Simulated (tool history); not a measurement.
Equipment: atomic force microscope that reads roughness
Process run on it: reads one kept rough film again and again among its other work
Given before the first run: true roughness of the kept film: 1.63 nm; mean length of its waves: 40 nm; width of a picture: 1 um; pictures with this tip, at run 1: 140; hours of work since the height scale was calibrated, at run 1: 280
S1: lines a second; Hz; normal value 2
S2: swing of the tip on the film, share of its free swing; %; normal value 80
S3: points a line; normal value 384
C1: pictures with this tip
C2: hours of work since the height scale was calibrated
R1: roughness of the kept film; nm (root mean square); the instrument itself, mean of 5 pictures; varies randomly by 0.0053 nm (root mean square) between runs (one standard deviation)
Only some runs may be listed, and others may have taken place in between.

run   hour    S1  S2   S3   C1   C2     R1
  1      0     2  80  384  140  280  1.497
      19.2  -- new tip fitted
  2   23.3     2  80  384   11  298  1.498
  3   50.5     2  80  384   83  319  1.496
      91.8  -- new tip fitted
  4  100.6     2  70  384   24  358   1.53
  5  131.6     2  70  384  107  383  1.533
     160.2  -- new tip fitted
  6  178.4     2  70  733   49  419  1.548
  7  223.8     2  70  733  170  454  1.524
     230.6  -- new tip fitted
  8  246.1  1.31  67  863   41  471  1.564
  9  285.8  1.31  83  863  148  503  1.528
     298.8  -- new tip fitted
 10  323.1  1.46  80  274   65  531  1.512
     367.8  -- new tip fitted
 11  369.5  0.82  68  812    5  567  1.578
 12  419.3  0.82  70  812  138  606  1.572
     439.1  -- new tip fitted
 13  449.3  0.82  70  357   28  629  1.569
 14  478.8  2.62  82  664  107  652  1.469

Hidden condition of the tool, last listed run before each entry between runs versus first listed run after:
After run 1, before run 2: new tip fitted (hour 19.2)
  radius of the tip, nm: 5.4 -> 5.1
After run 3, before run 4: new tip fitted (hour 91.8)
  radius of the tip, nm: 5.3 -> 5.1
After run 5, before run 6: new tip fitted (hour 160.2)
  radius of the tip, nm: 5.3 -> 5.1
After run 7, before run 8: new tip fitted (hour 230.6)
  radius of the tip, nm: 5.5 -> 5.1
After run 9, before run 10: new tip fitted (hour 298.8)
  radius of the tip, nm: 5.4 -> 5.2; height scale over the true one, %: 0.01 -> 0.02
After run 10, before run 11: new tip fitted (hour 367.8)
  radius of the tip, nm: 5.2 -> 5
After run 12, before run 13: new tip fitted (hour 439.1)
  radius of the tip, nm: 5.4 -> 5.1

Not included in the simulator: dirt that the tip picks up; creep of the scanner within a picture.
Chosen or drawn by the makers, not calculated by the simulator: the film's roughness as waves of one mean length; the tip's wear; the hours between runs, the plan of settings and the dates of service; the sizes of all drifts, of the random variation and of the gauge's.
